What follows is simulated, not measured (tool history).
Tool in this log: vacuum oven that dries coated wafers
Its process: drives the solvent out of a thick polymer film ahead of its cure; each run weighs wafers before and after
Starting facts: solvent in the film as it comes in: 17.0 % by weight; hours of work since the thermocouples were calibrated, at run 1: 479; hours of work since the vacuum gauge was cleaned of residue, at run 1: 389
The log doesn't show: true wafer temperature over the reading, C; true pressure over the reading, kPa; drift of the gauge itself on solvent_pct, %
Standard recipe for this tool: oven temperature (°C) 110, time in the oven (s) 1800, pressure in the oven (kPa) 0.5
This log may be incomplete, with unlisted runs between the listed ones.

run,hour,oven temperature (°C),time in the oven (s),pressure in the oven (kPa),hours of work since the thermocouples were calibrated,hours of work since the vacuum gauge was cleaned of residue,solvent left in the film (%)
1,0,110,1800,0.5,479,389,0.99
2,21.7,110,1800,0.5,493,404,1.08
3,39.3,110,1800,0.398,505,415,0.99
4,70.2,110,1800,0.398,526,436,0.99
5,96.8,110,1800,0.398,544,454,0.94
6,124.2,110,1800,0.576,562,472,1.03
7,147.4,110,1800,0.5,578,488,1.09
8,180.7,101,1800,0.5,600,510,2.06
9,204.1,101,1800,0.5,616,526,2.02
10,217.8,124,1800,1.063,625,535,0.5
11,235.5,124,1800,1.063,637,547,0.48
12,251.6,124,1800,1.063,647,558,0.35
13,270.9,110,1200,0.682,660,571,2.39

Forecast each of these 5 alternatives for the next run:
A,286.7,101,1200,0.682,671,581,?
B,286.7,110,1200,0.682,671,581,?
C,286.7,110,1800,1.593,671,581,?
D,286.7,113,960,0.682,671,581,?
E,286.7,113,3000,0.5,671,581,?

run,solvent left in the film (%)
A,3.83
B,2.34
C,1.35
D,2.73
E,0.23
Had the tool no hidden state, the same runs would have come out as:
run,solvent left in the film (%)
A,3.84
B,2.34
C,1.35
D,2.73
E,0.23
